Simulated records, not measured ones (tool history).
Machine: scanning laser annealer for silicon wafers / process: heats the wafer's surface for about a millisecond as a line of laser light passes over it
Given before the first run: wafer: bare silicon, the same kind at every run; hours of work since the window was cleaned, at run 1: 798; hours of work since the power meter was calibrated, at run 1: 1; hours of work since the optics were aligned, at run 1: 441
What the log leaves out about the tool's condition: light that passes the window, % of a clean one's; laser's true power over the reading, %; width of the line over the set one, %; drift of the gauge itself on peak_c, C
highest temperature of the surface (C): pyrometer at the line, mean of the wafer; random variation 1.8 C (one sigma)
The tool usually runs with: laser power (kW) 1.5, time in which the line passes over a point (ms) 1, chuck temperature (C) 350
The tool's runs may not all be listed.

run   hour  laser power (kW)  time in which the line passes over a point (ms)  chuck temperature (C)  hours of work since the window was cleaned  hours of work since the power meter was calibrated  hours of work since the optics were aligned  highest temperature of the surface (C)
  1      0               1.5                                                1                    350                                         798                                                   1                                          441                                    1028
  2   32.8               1.5                                                1                    350                                         819                                                  21                                          461                                    1028
  3   58.1               1.5                                                1                    350                                         834                                                  37                                          477                                    1028
  4   97.8               1.5                                                1                    350                                         859                                                  62                                          501                                    1025
  5  122.6               1.5                                                1                    350                                         874                                                  77                                          516                                    1024
  6  147.2               1.5                                             0.74                    350                                         889                                                  92                                          532                                     929
  7    181               1.5                                             0.74                    350                                         910                                                 113                                          552                                     923
  8  199.6             1.484                                             0.81                    350                                         922                                                 124                                          564                                     946
     220.6  -- window over the wafer cleaned
  9  224.6             1.644                                             0.89                    353                                           2                                                 139                                          578                                    1089
 10  253.1               1.5                                             0.81                    350                                          20                                                 156                                          596                                     979
 11  281.8               1.5                                             0.81                    350                                          38                                                 174                                          613                                     974
 12  308.8             1.509                                             0.81                    350                                          55                                                 191                                          630                                     979
 13  331.2             1.509                                             0.81                    350                                          68                                                 204                                          644                                     980
 14  361.5              1.64                                             0.75                    380                                          87                                                 223                                          663                                    1043

Here are 3 independent what-if runs from the current tool condition. What would each one return?
  A  393.6             1.391                                                1                    350                                         107                                                 243                                          682                                       ?
  B  393.6              1.33                                             0.75                    380                                         107                                                 243                                          682                                       ?
  C  393.6              1.64                                             1.04                    380                                         107                                                 243                                          682                                       ?

run  highest temperature of the surface (C)
  A                                     989
  B                                     898
  C                                    1165
What these runs would have given with no unlogged condition in the tool:
run  highest temperature of the surface (C)
  A                                    1009
  B                                     914
  C                                    1190
